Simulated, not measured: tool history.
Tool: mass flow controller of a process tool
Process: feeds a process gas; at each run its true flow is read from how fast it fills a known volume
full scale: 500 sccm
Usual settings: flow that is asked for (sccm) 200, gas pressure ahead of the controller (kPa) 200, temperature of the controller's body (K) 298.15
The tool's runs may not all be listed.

run	hour	flow that is asked for (sccm)	gas pressure ahead of the controller (kPa)	temperature of the controller's body (K)	true flow (%)
1	0.0	200	200	298.15	98.06
2	40.1	200	200	298.15	98.06
3	131.1	200	200	298.15	98.18
4	224.8	200	200	298.15	98.30
5	274.2	200	200	301.15	98.34
6	369.0	200	200	301.15	98.39
7	426.5	200	200	301.15	98.52
8	478.9	200	200	301.15	98.52
9	544.1	200	200	301.15	98.64
10	593.3	200	200	301.15	98.79
11	668.9	200	200	301.15	98.66
12	765.3	200	200	301.15	98.80
13	847.2	200	241	301.15	98.78
14	917.4	143	195	298.15	98.83
15	984.2	118	262	298.15	98.55
16	1045.7	216	225	298.15	99.46
17	1090.2	200	223	298.15	99.53
18	1168.3	200	223	298.15	99.57
19	1253.5	200	223	298.15	99.67
20	1307.5	200	161	300.15	99.87
# hour 1380.1: gauge calibrated
21	1395.4	132	161	300.15	97.83
22	1439.7	361	200	298.15	99.07
23	1498.0	361	200	298.15	99.14
24	1589.0	361	178	295.15	99.72
25	1630.9	162	200	309.15	97.45
26	1679.3	162	200	309.15	97.61

Forecast each of these 3 alternatives for the next run:
A	1769.5	200	230	298.15	?
B	1769.5	162	266	309.15	?
C	1769.5	78	157	299.15	?

run	true flow (%)
A	98.51
B	97.32
C	97.91
Without the tool's hidden state the same runs would have given:
run	true flow (%)
A	98.00
B	96.81
C	97.40

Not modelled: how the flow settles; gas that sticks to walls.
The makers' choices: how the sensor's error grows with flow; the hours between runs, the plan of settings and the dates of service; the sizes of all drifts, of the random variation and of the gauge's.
